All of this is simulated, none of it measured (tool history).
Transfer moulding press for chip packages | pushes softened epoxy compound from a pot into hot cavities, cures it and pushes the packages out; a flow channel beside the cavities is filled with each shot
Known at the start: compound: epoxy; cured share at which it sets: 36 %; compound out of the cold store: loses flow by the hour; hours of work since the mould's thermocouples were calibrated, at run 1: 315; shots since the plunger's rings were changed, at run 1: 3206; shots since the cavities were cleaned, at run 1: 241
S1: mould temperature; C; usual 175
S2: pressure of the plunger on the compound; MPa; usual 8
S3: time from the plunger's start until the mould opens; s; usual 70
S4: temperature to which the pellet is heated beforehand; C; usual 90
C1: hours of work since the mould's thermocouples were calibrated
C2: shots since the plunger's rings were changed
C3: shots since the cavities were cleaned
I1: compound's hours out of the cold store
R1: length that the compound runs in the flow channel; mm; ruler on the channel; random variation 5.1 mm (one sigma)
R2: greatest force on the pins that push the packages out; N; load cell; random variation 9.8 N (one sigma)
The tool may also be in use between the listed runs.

run     day   S1    S2  S3  S4   C1    C2   C3    I1   R1    R2
  1       0  175     8  70  90  315  3206  241  17.2  533   637
      0.792  -- cavities cleaned with cleaning compound and waxed
  2   1.788  175     8  70  97  342  3807  347  42.1  467   852
      2.217  -- cavities cleaned with cleaning compound and waxed
      3.625  -- cavities cleaned with cleaning compound and waxed
  3   4.192  175     8  70  97  377  4602  198  20.6  518   618
      5.017  -- cavities cleaned with cleaning compound and waxed
  4   5.367  175     8  70  97  394  4989  122  19.3  511   562
      6.429  -- cavities cleaned with cleaning compound and waxed
  5   6.833  175     8  70  99  415  5478  141  10.1  532   618
       7.65  -- plunger's sealing rings changed
      7.917  -- cavities cleaned with cleaning compound and waxed
      8.079  -- cavities cleaned with cleaning compound and waxed, once more
  6   8.925  175     8  70  99  444   401  295  13.2  581   725
      9.475  -- cavities cleaned with cleaning compound and waxed
  7  10.329  175  8.35  70  90  464   868  297  31.7  538   658
     10.858  -- cavities cleaned with cleaning compound and waxed
     12.258  -- cavities cleaned with cleaning compound and waxed
  8  12.258  175  8.35  70  90  492  1496    0  46.4  504   442
  9  13.492  175     8  70  90  511  1926  430    43  495   724
     13.671  -- cavities cleaned with cleaning compound and waxed
       15.2  -- cavities cleaned with cleaning compound and waxed
 10  15.754  175     8  70  90  544  2671  193  39.6  501   598
     16.612  -- cavities cleaned with cleaning compound and waxed
 11  16.917  175     8  70  90  561  3054  106  38.5  495   559
     18.083  -- cavities cleaned with cleaning compound and waxed
 12  18.179  175     8  70  94  579  3472   33  22.4  526   524
     19.538  -- cavities cleaned with cleaning compound and waxed
 13  19.992  175     8  70  94  606  4081  158  19.9  532   627
     21.075  -- cavities cleaned with cleaning compound and waxed
 14  22.329  183  8.79  75  96  641  4873  437  34.2  495   586
     22.508  -- cavities cleaned with cleaning compound and waxed
 15  23.404  175  7.03  70  90  657  5226  312  13.7  497   786
     23.908  -- cavities cleaned with cleaning compound and waxed
     24.867  -- plunger's sealing rings changed
     25.546  -- cavities cleaned with cleaning compound and waxed
 16   25.85  175  7.03  70  87  691   322  107  45.2  470   560
     26.921  -- cavities cleaned with cleaning compound and waxed
 17  27.646  175  7.35  70  89  717   926  254  40.8  492   671
     28.446  -- cavities cleaned with cleaning compound and waxed
     29.858  -- cavities cleaned with cleaning compound and waxed
 18  29.858  178  8.85  64  86  749  1652    0  31.9  548   527
     31.362  -- cavities cleaned with cleaning compound and waxed
 19  31.721  180     8  69  90  777  2279  124  16.8  554   506
     32.908  -- cavities cleaned with cleaning compound and waxed
 20  33.471  169  7.95  71  81  803  2867  196   8.7  584  1028
     34.296  -- cavities cleaned with cleaning compound and waxed
 21  34.542  169  7.95  71  81  818  3218   86  40.4  506   790
     35.325  -- mould's thermocouples calibrated
     35.771  -- cavities cleaned with cleaning compound and waxed
 22  36.708  169  7.95  71  81   20  3922  327  37.9  493   945
     37.183  -- cavities cleaned with cleaning compound and waxed
 23  37.783  175  6.48  70  96   36  4274  208  26.7  453   604
     38.683  -- cavities cleaned with cleaning compound and waxed
 24  39.367  178  8.15  56  92   59  4804  238  16.1  533   957
      40.15  -- cavities cleaned with cleaning compound and waxed
 25  41.071  180  8.15  56  92   84  5376  320  45.6  448   804

3 ways to go on from here, each from the tool as it stands after run 25. What would each give?
     41.546  -- cavities cleaned with cleaning compound and waxed
     42.258  -- plunger's sealing rings changed
  A  42.258  181  6.92  61  92  100   0  211  43.4   ?   ?
     41.546  -- cavities cleaned with cleaning compound and waxed
     42.258  -- plunger's sealing rings changed
  B  42.258  180  8.15  51  81  100   0  211  15.2   ?   ?
     41.546  -- cavities cleaned with cleaning compound and waxed
     42.258  -- plunger's sealing rings changed
  C  42.258  175  8.63  56  92  100   0  211  22.5   ?   ?

run   R1    R2
  A  463   602
  B  571  1174
  C  577  1119
Without the tool's hidden state the same runs would have given:
run   R1   R2
  A  465  440
  B  574  863
  C  579  823
